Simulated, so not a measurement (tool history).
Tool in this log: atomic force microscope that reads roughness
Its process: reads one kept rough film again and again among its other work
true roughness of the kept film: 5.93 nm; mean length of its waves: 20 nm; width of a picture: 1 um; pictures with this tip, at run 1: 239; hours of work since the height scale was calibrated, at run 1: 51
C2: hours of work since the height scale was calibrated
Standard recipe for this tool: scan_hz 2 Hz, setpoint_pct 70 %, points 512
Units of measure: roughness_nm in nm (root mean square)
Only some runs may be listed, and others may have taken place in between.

Run 1, hour 0: usual settings; pictures with this tip 239; C2 51. Result: roughness_nm 2.386 nm (root mean square).
At hour 7.6: new tip fitted.
Run 2, hour 9.6: usual settings but setpoint_pct 63 %; pictures with this tip 2; C2 58. Result: roughness_nm 3.522 nm (root mean square).
Run 3, hour 19.9: usual settings but points 785; pictures with this tip 15; C2 66. Result: roughness_nm 3.398 nm (root mean square).
Run 4, hour 27.3: usual settings but points 785; pictures with this tip 24; C2 71. Result: roughness_nm 3.343 nm (root mean square).
Run 5, hour 39.7: usual settings but points 785; pictures with this tip 38; C2 81. Result: roughness_nm 3.284 nm (root mean square).
Run 6, hour 50.6: usual settings but points 785; pictures with this tip 51; C2 89. Result: roughness_nm 3.169 nm (root mean square).
Run 7, hour 61.6: usual settings but points 785; pictures with this tip 65; C2 98. Result: roughness_nm 3.089 nm (root mean square).
Run 8, hour 70.7: usual settings but scan_hz 0.87 Hz, points 785; pictures with this tip 76; C2 105. Result: roughness_nm 3.097 nm (root mean square).
Run 9, hour 76.6: usual settings; pictures with this tip 83; C2 109. Result: roughness_nm 2.977 nm (root mean square).
Run 10, hour 83.7: usual settings; pictures with this tip 91; C2 115. Result: roughness_nm 2.929 nm (root mean square).
Run 11, hour 93.1: usual settings; pictures with this tip 102; C2 122. Result: roughness_nm 2.891 nm (root mean square).
Run 12, hour 102.3: usual settings but points 272; pictures with this tip 113; C2 129. Result: roughness_nm 2.778 nm (root mean square).
Run 13, hour 108.2: usual settings but points 272; pictures with this tip 120; C2 133. Result: roughness_nm 2.732 nm (root mean square).
Run 14, hour 120.5: usual settings but points 272; pictures with this tip 135; C2 143. Result: roughness_nm 2.669 nm (root mean square).
Run 15, hour 127.5: usual settings; pictures with this tip 143; C2 148. Result: roughness_nm 2.708 nm (root mean square).
Run 16, hour 133.4: usual settings; pictures with this tip 150; C2 153. Result: roughness_nm 2.673 nm (root mean square).
Run 17, hour 144.7: usual settings; pictures with this tip 164; C2 161. Result: roughness_nm 2.615 nm (root mean square).
Run 18, hour 153: usual settings; pictures with this tip 174; C2 168. Result: roughness_nm 2.595 nm (root mean square).
Run 19, hour 160.3: usual settings; pictures with this tip 183; C2 173. Result: roughness_nm 2.537 nm (root mean square).
Run 20, hour 169.4: usual settings; pictures with this tip 194; C2 180. Result: roughness_nm 2.504 nm (root mean square).
Run 21, hour 180.6: usual settings; pictures with this tip 207; C2 189. Result: roughness_nm 2.448 nm (root mean square).
Run 22, hour 191.1: usual settings; pictures with this tip 219; C2 197. Result: roughness_nm 2.406 nm (root mean square).
Run 23, hour 201.9: usual settings; pictures with this tip 232; C2 205. Result: roughness_nm 2.357 nm (root mean square).
Run 24, hour 207.1: usual settings; pictures with this tip 239; C2 209. Result: roughness_nm 2.361 nm (root mean square).
At hour 214.6: new tip fitted.
Run 25, hour 216.7: usual settings; pictures with this tip 3; C2 216. Result: roughness_nm 3.457 nm (root mean square).
Run 26, hour 223.8: usual settings but scan_hz 1.43 Hz, points 1010; pictures with this tip 11; C2 222. Result: roughness_nm 3.461 nm (root mean square).
Run 27, hour 235.8: usual settings but scan_hz 3.64 Hz, points 402; pictures with this tip 25; C2 231. Result: roughness_nm 3.209 nm (root mean square).
Run 28, hour 243.5: usual settings but scan_hz 1.32 Hz, setpoint_pct 59 %; pictures with this tip 35; C2 237. Result: roughness_nm 3.357 nm (root mean square).
Run 29, hour 254.9: usual settings but scan_hz 1.32 Hz, setpoint_pct 59 %; pictures with this tip 48; C2 245. Result: roughness_nm 3.275 nm (root mean square).
Run 30, hour 261.5: usual settings but scan_hz 2.23 Hz, setpoint_pct 83 %, points 462; pictures with this tip 56; C2 251. Result: roughness_nm 3.017 nm (root mean square).
Run 31, hour 272.8: usual settings but scan_hz 2.23 Hz, setpoint_pct 83 %, points 462; pictures with this tip 70; C2 259. Result: roughness_nm 2.927 nm (root mean square).
Run 32, hour 278.2: usual settings but scan_hz 2.23 Hz, setpoint_pct 83 %, points 462; pictures with this tip 76; C2 263. Result: roughness_nm 2.899 nm (root mean square).
Run 33, hour 285.7: usual settings but scan_hz 1.15 Hz, setpoint_pct 77 %; pictures with this tip 85; C2 269. Result: roughness_nm 3.032 nm (root mean square).
Run 34, hour 291.5: usual settings but scan_hz 1.9 Hz, setpoint_pct 77 %, points 867; pictures with this tip 92; C2 274. Result: roughness_nm 2.95 nm (root mean square).
Run 35, hour 301.5: usual settings but scan_hz 1.29 Hz, setpoint_pct 77 %, points 867; pictures with this tip 104; C2 281. Result: roughness_nm 2.898 nm (root mean square).
Run 36, hour 313.2: usual settings but setpoint_pct 81 %, points 437; pictures with this tip 118; C2 290. Result: roughness_nm 2.738 nm (root mean square).
Run 37, hour 320.1: usual settings but scan_hz 2.47 Hz, setpoint_pct 58 %, points 332; pictures with this tip 126; C2 295. Result: roughness_nm 2.798 nm (root mean square).
Run 38, hour 327.1: usual settings but setpoint_pct 63 %; pictures with this tip 135; C2 301. Result: roughness_nm 2.785 nm (root mean square).
Run 39, hour 339.4: usual settings but scan_hz 1.74 Hz, setpoint_pct 68 %, points 362; pictures with this tip 149; C2 310. Result: roughness_nm 2.698 nm (root mean square).
Run 40, hour 351: usual settings but scan_hz 1.74 Hz, setpoint_pct 68 %, points 362; pictures with this tip 163; C2 319. Result: roughness_nm 2.647 nm (root mean square).
Run 41, hour 361.5: usual settings but scan_hz 0.84 Hz, setpoint_pct 68 %, points 362; pictures with this tip 176; C2 327. Result: roughness_nm 2.651 nm (root mean square).
Run 42, hour 368.1: usual settings but setpoint_pct 74 %, points 719; pictures with this tip 184; C2 332. Result: roughness_nm 2.538 nm (root mean square).
Run 43, hour 376.1: usual settings but scan_hz 2.47 Hz, points 390; pictures with this tip 193; C2 338. Result: roughness_nm 2.47 nm (root mean square).
Run 44, hour 383.2: usual settings but scan_hz 3.68 Hz, points 404; pictures with this tip 202; C2 344. Result: roughness_nm 2.382 nm (root mean square).
Run 45, hour 389.6: usual settings but scan_hz 2.11 Hz; pictures with this tip 209; C2 349. Result: roughness_nm 2.474 nm (root mean square).
Run 46, hour 399.9: usual settings but scan_hz 1.49 Hz, setpoint_pct 58 %; pictures with this tip 222; C2 357. Result: roughness_nm 2.471 nm (root mean square).
Run 47, hour 410.1: usual settings but scan_hz 0.63 Hz, setpoint_pct 79 %, points 818; pictures with this tip 234; C2 364. Result: roughness_nm 2.449 nm (root mean square).
Run 48, hour 417.6: usual settings but scan_hz 0.67 Hz, setpoint_pct 79 %, points 927; pictures with this tip 243; C2 370. Result: roughness_nm 2.4 nm (root mean square).
At hour 421.7: new tip fitted.
Run 49, hour 429.8: usual settings but scan_hz 0.67 Hz, setpoint_pct 79 %, points 927; pictures with this tip 10; C2 379. Result: roughness_nm 3.56 nm (root mean square).
Run 50, hour 439: usual settings but scan_hz 0.97 Hz, points 906; pictures with this tip 21; C2 386. Result: roughness_nm 3.466 nm (root mean square).

Measured minus without-hidden-state, run by run (identical run-to-run variation in each term; gauge scatter may differ):
Unlogged tool condition in this case: radius of the tip, nm; height scale over the true one, %; drift of the gauge itself on roughness_nm, %.
run  roughness_nm
  1        -1.153
  2        -0.072
  3        -0.169
  4        -0.226
  5        -0.311
  6        -0.387
  7        -0.469
  8        -0.544
  9        -0.567
 10        -0.611
 11        -0.666
 12        -0.707
 13        -0.737
 14        -0.795
 15        -0.849
 16        -0.878
 17        -0.941
 18        -0.985
 19        -1.012
 20        -1.057
 21        -1.096
 22        -1.135
 23        -1.174
 24        -1.215
 25        -0.082
 26        -0.138
 27        -0.225
 28        -0.304
 29        -0.377
 30        -0.396
 31        -0.471
 32        -0.495
 33         -0.57
 34        -0.592
 35        -0.657
 36        -0.693
 37        -0.754
 38        -0.804
 39        -0.856
 40        -0.923
 41         -0.99
 42        -0.995
 43        -1.016
 44        -1.026
 45          -1.1
 46        -1.167
 47        -1.221
 48        -1.241
 49        -0.105
 50        -0.187
